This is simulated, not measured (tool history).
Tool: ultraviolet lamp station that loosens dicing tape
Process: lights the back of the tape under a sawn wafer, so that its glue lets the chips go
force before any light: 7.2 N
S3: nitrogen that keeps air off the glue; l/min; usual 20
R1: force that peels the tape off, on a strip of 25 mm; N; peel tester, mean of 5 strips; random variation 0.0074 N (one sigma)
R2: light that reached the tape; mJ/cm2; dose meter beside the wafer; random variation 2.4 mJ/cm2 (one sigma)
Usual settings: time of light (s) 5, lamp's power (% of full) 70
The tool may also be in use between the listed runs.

{"run": 1, "hour": 0.0, "time of light (s)": 5, "lamp's power (% of full)": 70, "S3": 20, "R1": 0.36, "R2": 233}
{"run": 2, "hour": 25.7, "time of light (s)": 5, "lamp's power (% of full)": 70, "S3": 20, "R1": 0.344, "R2": 232}
{"run": 3, "hour": 48.9, "time of light (s)": 5, "lamp's power (% of full)": 70, "S3": 20, "R1": 0.35, "R2": 227}
{"run": 4, "hour": 73.6, "time of light (s)": 5, "lamp's power (% of full)": 70, "S3": 20, "R1": 0.362, "R2": 227}
{"run": 5, "hour": 89.8, "time of light (s)": 9, "lamp's power (% of full)": 70, "S3": 20, "R1": 0.187, "R2": 409}
{"hour": 92.4, "done": "window cleaned of glue's vapour"}
{"run": 6, "hour": 108.9, "time of light (s)": 9, "lamp's power (% of full)": 70, "S3": 20, "R1": 0.181, "R2": 412}
{"run": 7, "hour": 137.8, "time of light (s)": 5, "lamp's power (% of full)": 70, "S3": 20, "R1": 0.38, "R2": 227}
{"run": 8, "hour": 169.8, "time of light (s)": 8, "lamp's power (% of full)": 61, "S3": 25, "R1": 0.208, "R2": 312}
{"run": 9, "hour": 198.2, "time of light (s)": 6, "lamp's power (% of full)": 70, "S3": 19, "R1": 0.284, "R2": 269}
{"run": 10, "hour": 228.0, "time of light (s)": 5, "lamp's power (% of full)": 72, "S3": 19, "R1": 0.388, "R2": 222}
{"run": 11, "hour": 258.4, "time of light (s)": 5, "lamp's power (% of full)": 97, "S3": 19, "R1": 0.224, "R2": 306}
{"run": 12, "hour": 277.0, "time of light (s)": 5, "lamp's power (% of full)": 97, "S3": 19, "R1": 0.227, "R2": 305}
{"hour": 288.9, "done": "window cleaned of glue's vapour, once more"}
{"run": 13, "hour": 311.6, "time of light (s)": 4, "lamp's power (% of full)": 70, "S3": 6, "R1": 1.24, "R2": 186}

Some steps in R1 between neighbouring runs. How much of each would the tool show without its hidden state too (settings, what came in, random variation), and how much is left for the hidden state, with any gauge scatter that isn't in both results?
The hidden state here: lamp's light, % of a new lamp's; light that the window lets through, % of a clean one's; drift of the gauge itself on peel_n, %; drift of the gauge itself on dose_mj_cm2, %.
Run 12 -> 13: time of light (s) 5 -> 4, lamp's power (% of full) 97 -> 70, S3 19 -> 6, window cleaned of glue's vapour, once more. R1 +1.013 N: hidden state +0.229, all else +0.784.
